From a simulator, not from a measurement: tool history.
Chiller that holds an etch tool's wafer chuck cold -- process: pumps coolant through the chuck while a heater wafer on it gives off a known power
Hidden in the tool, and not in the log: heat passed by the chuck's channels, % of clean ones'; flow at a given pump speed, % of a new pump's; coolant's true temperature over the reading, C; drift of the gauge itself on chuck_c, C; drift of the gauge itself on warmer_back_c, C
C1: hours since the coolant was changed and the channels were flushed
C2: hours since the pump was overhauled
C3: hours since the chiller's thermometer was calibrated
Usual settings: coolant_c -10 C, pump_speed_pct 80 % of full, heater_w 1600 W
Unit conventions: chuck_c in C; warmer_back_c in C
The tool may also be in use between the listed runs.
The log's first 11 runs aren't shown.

Run 12, day 9.85: usual settings but pump_speed_pct 79 % of full; C1 6618; C2 1317; C3 2287. Result: chuck_c 8.7 C, warmer_back_c 7.13 C.
Run 13, day 10.7: usual settings but pump_speed_pct 79 % of full; C1 6639; C2 1338; C3 2307. Result: chuck_c 8.4 C, warmer_back_c 7.15 C.
Run 14, day 11.371: usual settings; C1 6655; C2 1354; C3 2323. Result: chuck_c 8.6 C, warmer_back_c 7.05 C.
Run 15, day 11.996: usual settings; C1 6670; C2 1369; C3 2338. Result: chuck_c 8.5 C, warmer_back_c 7.03 C.
Run 16, day 12.808: usual settings; C1 6689; C2 1388; C3 2358. Result: chuck_c 8.6 C, warmer_back_c 6.97 C.
Run 17, day 13.988: usual settings; C1 6718; C2 1417; C3 2386. Result: chuck_c 8.6 C, warmer_back_c 7.03 C.
Run 18, day 15.292: usual settings; C1 6749; C2 1448; C3 2417. Result: chuck_c 8.5 C, warmer_back_c 7.04 C.
Run 19, day 16.325: usual settings but coolant_c 0 C, pump_speed_pct 97 % of full, heater_w 1523 W; C1 6774; C2 1473; C3 2442. Result: chuck_c 15.6 C, warmer_back_c 5.53 C.
Run 20, day 17.575: usual settings but coolant_c 0 C, pump_speed_pct 99 % of full, heater_w 1474 W; C1 6804; C2 1503; C3 2472. Result: chuck_c 14.8 C, warmer_back_c 5.22 C.
Run 21, day 18.908: usual settings but heater_w 2379 W; C1 6836; C2 1535; C3 2504. Result: chuck_c 17.8 C, warmer_back_c 10.46 C.
Run 22, day 20.125: usual settings but coolant_c -14 C, pump_speed_pct 88 % of full; C1 6865; C2 1564; C3 2533. Result: chuck_c 3.3 C, warmer_back_c 6.4 C.
Run 23, day 20.7: usual settings but coolant_c -14 C, pump_speed_pct 88 % of full, heater_w 1147 W; C1 6879; C2 1578; C3 2547. Result: chuck_c -1.7 C, warmer_back_c 4.59 C.
Run 24, day 21.604: usual settings but coolant_c -14 C, pump_speed_pct 88 % of full, heater_w 1147 W; C1 6901; C2 1599; C3 2569. Result: chuck_c -1.4 C, warmer_back_c 4.6 C.
Run 25, day 22.8: usual settings but pump_speed_pct 71 % of full, heater_w 937 W; C1 6929; C2 1628; C3 2597. Result: chuck_c 1.8 C, warmer_back_c 4.59 C.
Run 26, day 24.067: usual settings but pump_speed_pct 71 % of full, heater_w 937 W; C1 6960; C2 1659; C3 2628. Result: chuck_c 1.9 C, warmer_back_c 4.57 C.
Run 27, day 25.233: usual settings but pump_speed_pct 71 % of full, heater_w 937 W; C1 6988; C2 1686; C3 2656. Result: chuck_c 1.7 C, warmer_back_c 4.61 C.
Run 28, day 26.196: usual settings but pump_speed_pct 71 % of full, heater_w 937 W; C1 7011; C2 1710; C3 2679. Result: chuck_c 1.8 C, warmer_back_c 4.61 C.
Run 29, day 27.396: usual settings but heater_w 1125 W; C1 7040; C2 1738; C3 2708. Result: chuck_c 3.1 C, warmer_back_c 4.97 C.
Run 30, day 28.154: usual settings but coolant_c -17 C; C1 7058; C2 1757; C3 2726. Result: chuck_c 1.5 C, warmer_back_c 6.99 C.
Run 31, day 29.1: usual settings but coolant_c -7 C, pump_speed_pct 98 % of full, heater_w 810 W; C1 7080; C2 1779; C3 2749. Result: chuck_c 1.1 C, warmer_back_c 2.94 C.

What if the next run were any one of these 3? Each begins from the tool's condition after run 31:
Run A, day 30.225: usual settings but coolant_c -6 C; C1 7107; C2 1806; C3 2776. Result: chuck_c ?, warmer_back_c ?.
Run B, day 30.225: usual settings but heater_w 1092 W; C1 7107; C2 1806; C3 2776. Result: chuck_c ?, warmer_back_c ?.
Run C, day 30.225: usual settings but coolant_c -1 C, pump_speed_pct 77 % of full, heater_w 1219 W; C1 7107; C2 1806; C3 2776. Result: chuck_c ?, warmer_back_c ?.

run  chuck_c  warmer_back_c
  A     12.4           7.09
  B      2.7           4.82
  C     13.3           5.48
Without the tool's unlogged condition, the same runs would have read:
run  chuck_c  warmer_back_c
  A     12.4           7.09
  B      2.7           4.81
  C     13.3           5.48

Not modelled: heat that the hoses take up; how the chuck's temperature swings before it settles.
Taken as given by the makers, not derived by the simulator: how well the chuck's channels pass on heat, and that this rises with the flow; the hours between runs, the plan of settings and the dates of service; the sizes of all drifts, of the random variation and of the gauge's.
